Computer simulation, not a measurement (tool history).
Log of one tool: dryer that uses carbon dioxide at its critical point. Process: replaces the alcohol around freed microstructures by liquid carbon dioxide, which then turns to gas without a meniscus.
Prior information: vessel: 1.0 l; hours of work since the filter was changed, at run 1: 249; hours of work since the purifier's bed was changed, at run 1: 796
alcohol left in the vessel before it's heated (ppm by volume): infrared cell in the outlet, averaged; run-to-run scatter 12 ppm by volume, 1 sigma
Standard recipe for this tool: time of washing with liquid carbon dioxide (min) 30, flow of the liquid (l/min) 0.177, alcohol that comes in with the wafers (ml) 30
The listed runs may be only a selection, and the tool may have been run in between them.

run	hour	time of washing with liquid carbon dioxide (min)	flow of the liquid (l/min)	alcohol that comes in with the wafers (ml)	hours of work since the filter was changed	hours of work since the purifier's bed was changed	alcohol left in the vessel before it's heated (ppm by volume)
1	0.0	30	0.177	30	249	796	1170
2	37.1	30	0.177	92	278	824	3557
3	93.8	30	0.177	92	322	868	4003
4	131.6	30	0.177	92	351	898	3991
# hour 137.8: inlet filter changed
5	191.9	30	0.177	92	42	944	2444
6	229.3	30	0.177	92	71	973	2577
7	274.4	30	0.177	92	106	1008	2690
# hour 300.7: purifier's bed changed
8	332.4	30	0.177	92	149	25	2680
9	364.5	30	0.177	92	174	49	2890
10	424.9	30	0.177	30	220	96	1005
11	474.6	30	0.143	29	259	135	2041
12	526.0	44	0.208	39	299	175	174
13	561.9	30	0.208	44	327	203	994
14	593.1	29	0.213	37	351	227	895
# hour 598.2: inlet filter changed
15	654.1	29	0.213	37	43	273	551
16	703.1	21	0.177	47	81	311	3758
17	754.2	26	0.192	100	121	351	3694

Below, each run's measurement less what the same run would have read without the hidden state. Both values contain the same run-to-run variation, but the gauge's scatter may not be the same in both:
What the log doesn't record here: flow that reaches the vessel past the clogged filter, %; alcohol in the recycled carbon dioxide, ppm; drift of the gauge itself on alcohol_ppm, %.
run	alcohol left in the vessel before it's heated (ppm by volume)
1	+492
2	+1430
3	+1753
4	+1839
5	+331
6	+438
7	+565
8	+552
9	+686
10	+300
11	+577
12	+104
13	+464
14	+443
15	+90
16	+389
17	+689

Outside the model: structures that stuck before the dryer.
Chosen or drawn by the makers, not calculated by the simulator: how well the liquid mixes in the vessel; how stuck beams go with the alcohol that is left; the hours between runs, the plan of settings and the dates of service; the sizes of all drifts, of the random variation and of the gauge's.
